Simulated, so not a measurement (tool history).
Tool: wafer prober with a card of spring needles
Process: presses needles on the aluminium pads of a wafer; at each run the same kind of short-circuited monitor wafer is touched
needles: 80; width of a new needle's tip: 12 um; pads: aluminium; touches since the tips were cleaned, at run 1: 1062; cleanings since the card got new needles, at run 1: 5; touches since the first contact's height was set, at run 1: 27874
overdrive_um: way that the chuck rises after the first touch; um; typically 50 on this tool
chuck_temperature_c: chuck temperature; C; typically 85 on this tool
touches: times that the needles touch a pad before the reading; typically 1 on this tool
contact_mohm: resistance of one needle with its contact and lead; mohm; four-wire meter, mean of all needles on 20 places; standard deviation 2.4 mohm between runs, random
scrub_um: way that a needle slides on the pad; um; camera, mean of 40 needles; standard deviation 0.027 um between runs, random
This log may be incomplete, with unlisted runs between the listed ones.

run   hour  overdrive_um  chuck_temperature_c  touches  touches since the tips were cleaned  cleanings since the card got new needles  touches since the first contact's height was set  contact_mohm  scrub_um
  1    0.0            50                   85        1                                 1062                                         5                                             27874           356      6.08
      21.5  -- tips cleaned on abrasive film
  2   22.7            50                   85        1                                  187                                         6                                             31411           301      6.08
      50.9  -- tips cleaned on abrasive film
  3   53.2            50                   85        1                                  372                                         7                                             36165           310      6.03
  4   78.0            50                   85        1                                 4240                                         7                                             40033           473      6.02
      80.7  -- tips cleaned on abrasive film
  5  104.3            50                   85        3                                 3688                                         8                                             44129           348      5.96
     109.7  -- tips cleaned on abrasive film
  6  129.4            50                   85        3                                 3088                                         9                                             48045           338      6.03
     140.3  -- tips cleaned on abrasive film
  7  159.0            50                   85        3                                 2921                                        10                                             52646           334      5.99
     171.1  -- tips cleaned on abrasive film
  8  184.0            50                   85        3                                 2011                                        11                                             56542           317      6.00
     199.3  -- tips cleaned on abrasive film
  9  199.3            31                   85        2                                    0                                        12                                             58915           311      3.71
 10  218.2            31                   85        2                                 2961                                        12                                             61876           525      3.66
     228.0  -- tips cleaned on abrasive film
 11  238.9            53                   85        2                                 1703                                        13                                             65094           341      6.29
     257.1  -- tips cleaned on abrasive film
 12  259.6            51                   29        3                                  396                                        14                                             68316           276      6.09
     287.5  -- tips cleaned on abrasive film
 13  291.7            53                   98        1                                  643                                        15                                             73310           342      6.31
 14  315.1            41                   80        1                                 4305                                        15                                             76972           579      4.84
     317.2  -- tips cleaned on abrasive film
     346.4  -- tips cleaned on abrasive film
 15  348.3            61                   82        1                                  296                                        17                                             82139           295      7.23
 16  363.6            54                   85        1                                 2679                                        17                                             84522           416      6.41

Describe how what the log doesn't record of the tool's condition differs between the last listed run preceding each entry between runs and the first listed run following it.
After run 1, before run 2: tips cleaned on abrasive film (hour 21.5)
  debris on the tips, nm: 61.2 -> 20.5; way that the needles fall short of the set height, um: 0.43 -> 0.53; tips' diameter, um: 12.15 -> 12.19
  measured result minus the result with no hidden state, contact_mohm: +81 -> +27 mohm; scrub_um: -0.06 -> -0.06 um
After run 2, before run 3: tips cleaned on abrasive film (hour 50.9)
  debris on the tips, nm: 20.5 -> 27.2; way that the needles fall short of the set height, um: 0.53 -> 0.63; tips' diameter, um: 12.19 -> 12.22
  measured result minus the result with no hidden state, contact_mohm: +27 -> +37 mohm; scrub_um: -0.06 -> -0.08 um
After run 4, before run 5: tips cleaned on abrasive film (hour 80.7)
  debris on the tips, nm: 150.5 -> 141.4; way that the needles fall short of the set height, um: 0.63 -> 0.74; tips' diameter, um: 12.22 -> 12.26
  measured result minus the result with no hidden state, contact_mohm: +200 -> +70 mohm; scrub_um: -0.07 -> -0.09 um
After run 5, before run 6: tips cleaned on abrasive film (hour 109.7)
  debris on the tips, nm: 141.4 -> 128.2; way that the needles fall short of the set height, um: 0.74 -> 0.85; tips' diameter, um: 12.26 -> 12.3
  measured result minus the result with no hidden state, contact_mohm: +70 -> +63 mohm; scrub_um: -0.09 -> -0.10 um
After run 6, before run 7: tips cleaned on abrasive film (hour 140.3)
  debris on the tips, nm: 128.2 -> 123.5; way that the needles fall short of the set height, um: 0.85 -> 0.95; tips' diameter, um: 12.3 -> 12.33
  measured result minus the result with no hidden state, contact_mohm: +63 -> +61 mohm; scrub_um: -0.10 -> -0.12 um
After run 7, before run 8: tips cleaned on abrasive film (hour 171.1)
  debris on the tips, nm: 123.5 -> 95.7; way that the needles fall short of the set height, um: 0.95 -> 1.07; tips' diameter, um: 12.33 -> 12.38
  measured result minus the result with no hidden state, contact_mohm: +61 -> +47 mohm; scrub_um: -0.12 -> -0.13 um
After run 8, before run 9: tips cleaned on abrasive film (hour 199.3)
  debris on the tips, nm: 95.7 -> 13; way that the needles fall short of the set height, um: 1.07 -> 1.14; tips' diameter, um: 12.38 -> 12.4
  measured result minus the result with no hidden state, contact_mohm: +47 -> +27 mohm; scrub_um: -0.13 -> -0.14 um
After run 10, before run 11: tips cleaned on abrasive film (hour 228.0)
  debris on the tips, nm: 127 -> 89.8; way that the needles fall short of the set height, um: 1.14 -> 1.24; tips' diameter, um: 12.4 -> 12.44
  measured result minus the result with no hidden state, contact_mohm: +241 -> +69 mohm; scrub_um: -0.14 -> -0.15 um
After run 11, before run 12: tips cleaned on abrasive film (hour 257.1)
  debris on the tips, nm: 89.8 -> 39.2; way that the needles fall short of the set height, um: 1.24 -> 1.32; tips' diameter, um: 12.44 -> 12.46
  measured result minus the result with no hidden state, contact_mohm: +69 -> +21 mohm; scrub_um: -0.15 -> -0.16 um
After run 12, before run 13: tips cleaned on abrasive film (hour 287.5)
  debris on the tips, nm: 39.2 -> 51.6; way that the needles fall short of the set height, um: 1.32 -> 1.41; tips' diameter, um: 12.46 -> 12.49
  measured result minus the result with no hidden state, contact_mohm: +21 -> +65 mohm; scrub_um: -0.16 -> -0.17 um
After run 14, before run 15: tips cleaned on abrasive film (hour 317.2); tips cleaned on abrasive film (hour 346.4)
  debris on the tips, nm: 149.3 -> 28.4; way that the needles fall short of the set height, um: 1.41 -> 1.57; tips' diameter, um: 12.49 -> 12.55
  measured result minus the result with no hidden state, contact_mohm: +299 -> +30 mohm; scrub_um: -0.18 -> -0.19 um

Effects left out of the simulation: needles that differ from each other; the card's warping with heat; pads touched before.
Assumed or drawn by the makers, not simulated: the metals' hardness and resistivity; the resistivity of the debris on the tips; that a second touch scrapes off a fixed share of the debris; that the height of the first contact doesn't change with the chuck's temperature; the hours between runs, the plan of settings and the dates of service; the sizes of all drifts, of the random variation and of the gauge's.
